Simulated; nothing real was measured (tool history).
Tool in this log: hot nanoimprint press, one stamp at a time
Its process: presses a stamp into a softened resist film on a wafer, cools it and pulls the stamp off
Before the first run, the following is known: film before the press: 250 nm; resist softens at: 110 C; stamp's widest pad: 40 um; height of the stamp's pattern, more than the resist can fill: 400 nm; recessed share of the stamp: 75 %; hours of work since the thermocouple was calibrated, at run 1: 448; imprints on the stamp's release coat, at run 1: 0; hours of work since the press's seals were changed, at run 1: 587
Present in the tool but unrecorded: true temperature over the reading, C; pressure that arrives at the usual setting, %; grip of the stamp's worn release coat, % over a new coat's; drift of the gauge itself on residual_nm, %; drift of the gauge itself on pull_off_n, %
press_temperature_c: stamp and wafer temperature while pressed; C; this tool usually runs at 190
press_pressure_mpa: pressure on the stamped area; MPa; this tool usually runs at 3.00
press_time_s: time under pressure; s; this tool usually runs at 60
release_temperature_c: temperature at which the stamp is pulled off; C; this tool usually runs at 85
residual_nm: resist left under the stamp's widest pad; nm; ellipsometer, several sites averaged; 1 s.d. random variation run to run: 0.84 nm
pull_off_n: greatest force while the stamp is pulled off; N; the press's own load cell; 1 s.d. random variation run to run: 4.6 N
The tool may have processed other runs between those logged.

run,hour,press_temperature_c,press_pressure_mpa,press_time_s,release_temperature_c,hours of work since the thermocouple was calibrated,imprints on the stamp's release coat,hours of work since the press's seals were changed,residual_nm,pull_off_n
1,0.0,190,3.00,60,85,448,0,587,117.3,239
2,32.5,190,3.00,60,85,472,129,611,117.6,233
3,54.0,190,3.00,60,72,488,214,627,118.9,327
4,73.8,190,3.00,49,85,503,292,641,127.1,238
5,90.8,190,3.00,49,85,515,359,654,126.4,238
6,108.3,190,3.00,49,85,528,428,667,126.9,242
7,142.5,190,3.00,49,85,553,564,692,128.3,244
# hour 170.0: plate thermocouple calibrated
8,170.5,190,3.00,49,85,0,663,710,123.6,234
9,207.4,190,3.00,49,85,27,808,737,124.6,233
10,231.7,190,3.00,49,85,45,905,755,124.2,240
11,260.2,190,3.00,60,85,66,1018,776,116.1,243
12,294.8,190,3.00,60,85,92,1154,802,116.4,259
13,332.0,190,3.00,60,85,119,1301,829,115.9,250
14,357.1,190,3.00,60,85,137,1400,847,117.2,254
15,386.9,182,2.00,70,86,159,1518,869,154.7,258
16,416.7,190,4.30,52,85,181,1636,891,104.1,259
17,452.7,190,3.67,54,77,208,1779,918,111.0,318
18,483.3,179,3.64,60,79,230,1900,940,139.2,301
19,518.2,182,1.97,60,88,256,2038,966,165.2,252
# hour 544.4: stamp cleaned and given a new release coat
20,545.3,182,2.04,60,78,271,3,981,162.7,272
21,580.2,182,2.04,70,78,297,141,1007,155.3,274
22,601.6,182,2.04,70,78,313,226,1022,155.7,276
# hour 617.7: press's hydraulic seals changed and the load cell set to zero
23,638.0,192,2.04,70,78,333,338,15,124.3,279
24,675.4,192,2.19,119,78,361,486,42,98.8,280
25,706.1,192,3.18,60,78,383,607,65,106.1,293
26,742.4,192,3.18,33,80,410,751,92,130.7,274
27,777.8,192,3.18,33,80,436,891,118,130.7,289

A few steps of residual_nm between consecutive runs. Split each: what settings, incoming material and random variation would produce without the hidden state, and what is left over for the hidden state, along with gauge scatter present in only one of the two compared results (measured, and without hidden state):
Run 7 -> 8: plate thermocouple calibrated. residual_nm -4.7 nm: hidden state -3.4, all else -1.3.
Run 14 -> 15: press_temperature_c 190 -> 182, press_pressure_mpa 3.00 -> 2.00, press_time_s 60 -> 70, release_temperature_c 85 -> 86. residual_nm +37.5 nm: hidden state -0.8, all else +38.3.
Run 15 -> 16: press_temperature_c 182 -> 190, press_pressure_mpa 2.00 -> 4.30, press_time_s 70 -> 52, release_temperature_c 86 -> 85. residual_nm -50.6 nm: hidden state +2.4, all else -53.0.
Run 22 -> 23: press_temperature_c 182 -> 192, press's hydraulic seals changed and the load cell set to zero. residual_nm -31.4 nm: hidden state -3.3, all else -28.1.

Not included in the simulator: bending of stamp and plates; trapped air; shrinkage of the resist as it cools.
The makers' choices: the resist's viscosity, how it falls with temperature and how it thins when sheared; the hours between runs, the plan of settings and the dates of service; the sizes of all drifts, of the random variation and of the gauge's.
